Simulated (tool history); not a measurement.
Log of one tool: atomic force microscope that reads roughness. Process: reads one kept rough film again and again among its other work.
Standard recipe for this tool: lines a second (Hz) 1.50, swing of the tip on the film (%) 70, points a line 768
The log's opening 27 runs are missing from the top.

run,hour,lines a second (Hz),swing of the tip on the film (%),points a line,pictures with this tip,hours of work since the height scale was calibrated,roughness of the kept film (nm (root mean square))
# hour 559.4: new tip fitted
28,568.1,3.63,70,558,10,438,1.436
29,585.2,3.63,70,558,31,450,1.310
30,606.8,3.63,76,386,56,466,1.125
31,630.7,2.03,58,495,85,483,1.155
# hour 641.6: new tip fitted
32,657.1,2.03,58,495,18,502,1.494
33,671.4,0.58,56,768,35,512,1.424
34,687.9,0.58,56,768,55,524,1.305
35,703.8,2.26,74,344,74,535,1.112
36,720.3,1.17,56,865,94,547,1.136
# hour 723.6: height scale calibrated on a step standard
# hour 725.6: new tip fitted
37,743.0,2.18,60,768,21,14,1.449
38,756.8,2.94,70,951,37,24,1.286
39,784.7,2.43,62,1018,71,44,1.196
# hour 808.0: new tip fitted
40,813.2,2.43,62,1018,6,64,1.534
# hour 827.0: height scale calibrated on a step standard, once more
41,844.1,1.50,90,291,42,12,1.199
42,874.6,2.34,75,564,79,34,1.098
43,887.6,0.95,64,768,94,44,1.131
# hour 892.4: new tip fitted
44,910.9,0.95,64,768,23,60,1.477
45,929.9,0.95,80,768,45,74,1.317
46,959.2,0.95,80,768,81,95,1.181
47,972.8,2.40,69,797,97,105,1.097
# hour 975.3: new tip fitted
48,1001.8,1.50,74,406,32,126,1.375
49,1014.7,1.50,74,406,48,135,1.285
50,1032.2,1.50,74,406,68,148,1.202
51,1049.0,1.50,74,406,89,160,1.119
# hour 1058.0: new tip fitted
52,1078.7,1.50,62,608,25,181,1.418

Each row is a separate what-if for the run after 52, all from the same tool condition, not one after another. Results?
A,1095.3,2.04,62,608,45,193,?
B,1095.3,0.62,70,768,45,193,?
C,1095.3,0.99,63,608,45,193,?
D,1095.3,2.91,64,768,45,193,?

run,roughness of the kept film (nm (root mean square))
A,1.309
B,1.354
C,1.352
D,1.303
With the hidden condition removed and each run's random variation left untouched, the same runs would have given:
run,roughness of the kept film (nm (root mean square))
A,1.590
B,1.644
C,1.641
D,1.582
